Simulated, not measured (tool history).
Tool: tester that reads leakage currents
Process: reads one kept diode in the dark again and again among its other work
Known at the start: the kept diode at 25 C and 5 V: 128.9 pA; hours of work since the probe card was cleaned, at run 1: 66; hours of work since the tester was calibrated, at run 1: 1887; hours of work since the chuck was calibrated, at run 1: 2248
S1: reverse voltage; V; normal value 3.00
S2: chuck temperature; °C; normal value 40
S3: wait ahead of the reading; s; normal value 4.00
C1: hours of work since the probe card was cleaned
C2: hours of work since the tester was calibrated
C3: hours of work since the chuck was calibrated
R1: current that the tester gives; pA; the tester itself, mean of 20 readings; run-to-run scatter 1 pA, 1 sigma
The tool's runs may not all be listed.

run	hour	S1	S2	S3	C1	C2	C3	R1
1	0.0	3.00	40	4.00	66	1887	2248	310.98
2	93.8	1.17	40	4.00	127	1948	2309	198.96
3	169.1	1.17	40	4.00	176	1997	2358	199.34
4	238.2	1.17	40	4.00	221	2042	2403	198.39
5	311.7	1.17	40	4.00	269	2090	2450	197.29
# hour 375.0: chuck's temperature calibrated
6	420.9	1.17	40	4.00	339	2159	30	217.21
7	537.1	1.17	40	4.00	414	2235	105	216.47
8	657.6	1.17	40	4.00	492	2313	184	216.41
9	780.8	1.17	40	4.00	572	2393	264	215.39
10	857.9	3.00	40	2.07	623	2443	314	335.27
11	938.7	3.00	40	2.34	675	2496	366	336.44
12	996.1	3.00	40	2.34	712	2533	404	335.16
13	1062.1	3.00	40	2.34	755	2576	447	335.18
14	1180.7	3.00	40	2.34	832	2653	524	334.68
15	1234.8	3.00	40	2.34	868	2688	559	333.61
16	1321.4	3.00	48	4.00	924	2744	615	601.75
17	1390.3	3.00	48	4.00	969	2789	660	599.37
# hour 1461.5: tester calibrated
18	1476.2	3.00	48	4.00	1023	10	714	594.73
19	1561.5	3.00	48	4.00	1079	65	770	591.29
20	1662.9	3.00	48	4.00	1144	131	836	592.26
21	1780.4	3.00	48	4.00	1221	207	912	589.70
22	1880.2	4.66	48	0.43	1286	272	977	725.61
23	1978.4	4.66	48	0.43	1350	336	1041	728.76
24	2033.4	4.66	48	0.43	1385	372	1077	727.79
25	2132.9	4.66	48	0.43	1450	436	1141	722.24
26	2210.7	4.66	48	0.43	1501	487	1192	722.99
27	2302.1	2.91	40	3.37	1560	546	1251	318.55
28	2368.1	1.14	37	4.68	1603	589	1294	162.81
29	2461.6	19.21	25	2.18	1664	650	1355	249.20
30	2556.0	19.21	25	2.18	1725	711	1416	250.08
31	2676.2	12.31	37	2.79	1803	790	1494	504.59
32	2736.3	12.31	37	2.79	1842	829	1533	503.77
33	2801.1	2.44	27	4.00	1884	871	1576	105.22
34	2889.8	2.44	27	4.00	1942	928	1633	104.34
35	2954.4	2.44	39	4.00	1984	970	1675	268.85
36	3075.8	2.44	39	4.00	2063	1049	1754	267.98
37	3178.0	2.44	39	4.00	2129	1116	1821	265.77
38	3303.1	2.44	39	4.00	2211	1197	1902	266.91
# hour 3408.7: probe card cleaned and baked
39	3411.3	10.19	40	0.46	2	1265	1970	560.52
40	3538.4	3.00	57	5.16	84	1348	2053	1071.10
41	3624.1	1.83	35	4.00	140	1404	2109	167.60

Alternative continuations, all from the tool just after run 41; predict every row:
A	3693.1	11.35	40	4.00	185	1448	2153	?
B	3693.1	1.70	40	4.00	185	1448	2153	?
C	3693.1	3.00	54	1.39	185	1448	2153	?

run	R1
A	581.36
B	238.24
C	868.91
Take away the tool's hidden state, keep each run's random variation, and the runs would have read:
run	R1
A	625.71
B	256.76
C	930.43
